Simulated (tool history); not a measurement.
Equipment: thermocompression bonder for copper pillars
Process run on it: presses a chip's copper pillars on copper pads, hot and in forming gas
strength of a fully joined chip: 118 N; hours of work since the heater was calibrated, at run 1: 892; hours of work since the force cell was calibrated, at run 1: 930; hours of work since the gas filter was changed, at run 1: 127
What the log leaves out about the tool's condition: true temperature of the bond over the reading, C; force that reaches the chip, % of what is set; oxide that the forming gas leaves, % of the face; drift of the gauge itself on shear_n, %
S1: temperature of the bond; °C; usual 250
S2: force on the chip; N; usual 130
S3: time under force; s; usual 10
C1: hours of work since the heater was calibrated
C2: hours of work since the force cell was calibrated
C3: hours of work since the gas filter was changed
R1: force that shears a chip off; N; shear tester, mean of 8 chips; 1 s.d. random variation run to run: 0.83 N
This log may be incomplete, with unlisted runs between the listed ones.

run	hour	S1	S2	S3	C1	C2	C3	R1
1	0.0	250	130	10	892	930	127	57.0
2	47.0	250	131	10	915	953	150	56.1
3	77.6	250	130	23	931	969	166	70.9
4	103.3	250	130	23	944	982	179	72.0
# hour 116.6: forming gas filter changed
5	134.6	250	130	23	959	997	9	74.0
6	183.0	250	130	23	984	1022	34	72.2
7	217.2	250	130	23	1001	1039	51	72.8
8	257.7	275	130	10	1021	1059	71	78.8
9	296.1	250	130	24	1041	1079	91	71.1
10	334.9	250	130	24	1060	1098	110	72.7
11	364.9	250	130	24	1075	1113	125	72.1
12	389.1	250	130	24	1088	1126	137	72.7
13	418.1	237	130	24	1102	1140	152	58.6
14	448.9	250	130	10	1118	1156	168	52.8
# hour 482.2: forming gas filter changed
15	493.2	250	116	10	1140	1178	6	48.5
16	532.3	250	80	10	1160	1198	25	31.6
# hour 556.6: force cell calibrated
17	579.1	250	80	10	1182	11	48	34.6
18	623.3	250	80	10	1205	34	70	35.2
19	644.4	250	80	10	1215	44	81	34.0
20	677.3	250	80	10	1232	61	98	34.7
# hour 688.7: heater calibrated with a thermocouple chip
21	706.0	250	148	8	9	74	111	65.6
22	745.6	226	130	9	29	94	131	39.4
23	787.2	250	115	9	50	115	152	56.1
24	818.4	245	192	7	65	131	168	70.9
# hour 851.7: forming gas filter changed
25	851.7	250	130	16	82	148	0	74.3
26	902.8	250	130	16	108	173	26	74.0
27	931.0	250	130	16	122	188	40	72.9
28	972.0	250	130	16	143	208	61	73.1
29	995.6	225	120	8	155	220	73	32.2
30	1016.6	250	149	10	165	231	83	70.1
31	1053.2	250	87	6	184	249	102	33.9
32	1098.5	250	87	6	207	272	124	33.3
33	1143.7	227	130	12	229	295	147	44.3
34	1177.6	276	91	13	246	312	164	71.5
# hour 1217.9: forming gas filter changed
35	1220.6	276	91	13	268	333	1	72.7
36	1267.5	276	91	13	292	357	25	71.3
37	1306.3	240	85	10	311	377	45	34.1

4 ways to go on from here, each from the tool as it stands after run 37. What would each give?
A	1343.8	274	160	6	330	396	64	?
B	1343.8	250	179	30	330	396	64	?
C	1343.8	262	104	18	330	396	64	?
D	1343.8	250	83	19	330	396	64	?

run	R1
A	84.3
B	99.9
C	73.4
D	51.3
What these runs would have given with no unlogged condition in the tool:
run	R1
A	89.0
B	103.9
C	78.3
D	55.7
